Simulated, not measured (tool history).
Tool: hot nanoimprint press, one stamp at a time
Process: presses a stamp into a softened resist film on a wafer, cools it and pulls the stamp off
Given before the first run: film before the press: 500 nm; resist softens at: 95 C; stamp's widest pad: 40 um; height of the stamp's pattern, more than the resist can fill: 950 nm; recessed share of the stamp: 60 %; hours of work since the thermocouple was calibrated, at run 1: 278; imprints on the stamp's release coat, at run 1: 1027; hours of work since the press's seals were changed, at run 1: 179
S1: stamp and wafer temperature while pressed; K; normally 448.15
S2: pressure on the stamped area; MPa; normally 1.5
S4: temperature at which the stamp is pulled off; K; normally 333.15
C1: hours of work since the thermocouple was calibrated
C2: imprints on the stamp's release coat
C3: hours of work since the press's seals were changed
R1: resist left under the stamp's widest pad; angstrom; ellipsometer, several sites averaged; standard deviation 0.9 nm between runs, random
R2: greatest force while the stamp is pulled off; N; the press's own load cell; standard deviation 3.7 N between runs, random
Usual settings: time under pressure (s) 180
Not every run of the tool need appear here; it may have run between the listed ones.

Run 1, hour 0: usual settings; C1 278; C2 1027; C3 179. Result: R1 2289 angstrom, R2 184 N.
Run 2, hour 16.1: usual settings but S4 319.15 K; C1 287; C2 1101; C3 188. Result: R1 2289 angstrom, R2 237 N.
Run 3, hour 39.8: usual settings but S4 319.15 K; C1 301; C2 1210; C3 202. Result: R1 2288 angstrom, R2 231 N.
Run 4, hour 58.9: usual settings but S4 319.15 K; C1 312; C2 1297; C3 213. Result: R1 2292 angstrom, R2 236 N.
Run 5, hour 83.6: usual settings but time under pressure (s) 222, S4 319.15 K; C1 326; C2 1411; C3 227. Result: R1 2121 angstrom, R2 237 N.
Run 6, hour 96.4: usual settings but time under pressure (s) 222, S4 319.15 K; C1 334; C2 1470; C3 234. Result: R1 2119 angstrom, R2 240 N.
Run 7, hour 116: usual settings but S1 444.15 K; C1 345; C2 1561; C3 246. Result: R1 2655 angstrom, R2 179 N.
Run 8, hour 135.6: usual settings but S1 444.15 K; C1 356; C2 1651; C3 257. Result: R1 2640 angstrom, R2 181 N.
Run 9, hour 160.8: usual settings but S1 459.15 K; C1 371; C2 1767; C3 272. Result: R1 1522 angstrom, R2 190 N.
Run 10, hour 178.3: usual settings; C1 381; C2 1847; C3 282. Result: R1 2296 angstrom, R2 179 N.
At hour 204: stamp cleaned and given a new release coat.
Run 11, hour 206.2: usual settings; C1 394; C2 10; C3 294. Result: R1 2288 angstrom, R2 178 N.
Run 12, hour 219: usual settings; C1 401; C2 69; C3 302. Result: R1 2293 angstrom, R2 173 N.
Run 13, hour 239.7: usual settings; C1 413; C2 164; C3 314. Result: R1 2298 angstrom, R2 180 N.
Run 14, hour 258.9: usual settings; C1 424; C2 252; C3 325. Result: R1 2290 angstrom, R2 177 N.
Run 15, hour 282.7: usual settings; C1 438; C2 362; C3 339. Result: R1 2312 angstrom, R2 182 N.
Run 16, hour 297.2: usual settings; C1 446; C2 429; C3 347. Result: R1 2315 angstrom, R2 180 N.
Run 17, hour 312.3: usual settings; C1 455; C2 498; C3 356. Result: R1 2308 angstrom, R2 175 N.
Run 18, hour 334.4: usual settings; C1 468; C2 600; C3 369. Result: R1 2297 angstrom, R2 181 N.
Run 19, hour 354.1: usual settings; C1 479; C2 691; C3 380. Result: R1 2287 angstrom, R2 183 N.
Run 20, hour 377.7: usual settings but S2 1.69 MPa, time under pressure (s) 209; C1 493; C2 799; C3 394. Result: R1 2046 angstrom, R2 184 N.
Run 21, hour 393.8: usual settings but S2 1.69 MPa, time under pressure (s) 209; C1 502; C2 873; C3 403. Result: R1 2052 angstrom, R2 182 N.
Run 22, hour 405.7: usual settings but S1 442.15 K, S2 1.38 MPa, time under pressure (s) 353, S4 323.15 K; C1 509; C2 928; C3 410. Result: R1 2350 angstrom, R2 221 N.
Run 23, hour 423.6: usual settings but S1 460.15 K, S2 2.13 MPa, time under pressure (s) 240, S4 324.15 K; C1 519; C2 1010; C3 420. Result: R1 1086 angstrom, R2 213 N.
Run 24, hour 441.2: usual settings but S2 1.55 MPa, S4 320.15 K; C1 529; C2 1091; C3 430. Result: R1 2270 angstrom, R2 238 N.
Run 25, hour 466: usual settings but S2 1.55 MPa, S4 320.15 K; C1 544; C2 1205; C3 445. Result: R1 2251 angstrom, R2 230 N.
Run 26, hour 479: usual settings but S2 1.55 MPa, S4 320.15 K; C1 551; C2 1265; C3 452. Result: R1 2249 angstrom, R2 241 N.
Run 27, hour 490.9: usual settings but S2 1.72 MPa, S4 339.15 K; C1 558; C2 1320; C3 459. Result: R1 2149 angstrom, R2 158 N.
Run 28, hour 508.8: usual settings but S2 1.72 MPa, S4 339.15 K; C1 568; C2 1402; C3 469. Result: R1 2162 angstrom, R2 161 N.
Run 29, hour 532.3: usual settings but S1 441.15 K, S2 1.46 MPa, S4 326.15 K; C1 582; C2 1511; C3 483. Result: R1 2989 angstrom, R2 210 N.
Run 30, hour 545.9: usual settings but S1 443.15 K, S2 1.06 MPa, time under pressure (s) 93, S4 325.15 K; C1 590; C2 1573; C3 491. Result: R1 3710 angstrom, R2 218 N.
At hour 558.2: plate thermocouple calibrated.
Run 31, hour 566.6: usual settings but S1 444.15 K, S2 0.91 MPa, time under pressure (s) 142, S4 335.15 K; C1 5; C2 1654; C3 501. Result: R1 3386 angstrom, R2 182 N.

What if the next run were any one of these 3? Each begins from the tool's condition after run 31:
Run A, hour 586.9: usual settings but S2 1.08 MPa, time under pressure (s) 118; C1 17; C2 1748; C3 513. Result: R1 ?, R2 ?.
Run B, hour 586.9: usual settings but S1 451.15 K, S4 319.15 K; C1 17; C2 1748; C3 513. Result: R1 ?, R2 ?.
Run C, hour 586.9: usual settings but S1 454.15 K, S2 1.25 MPa; C1 17; C2 1748; C3 513. Result: R1 ?, R2 ?.

run    R1   R2
  A  3037  177
  B  2074  230
  C  2003  182
Without the tool's hidden state the same runs would have given:
run    R1   R2
  A  3036  175
  B  2073  228
  C  2002  181
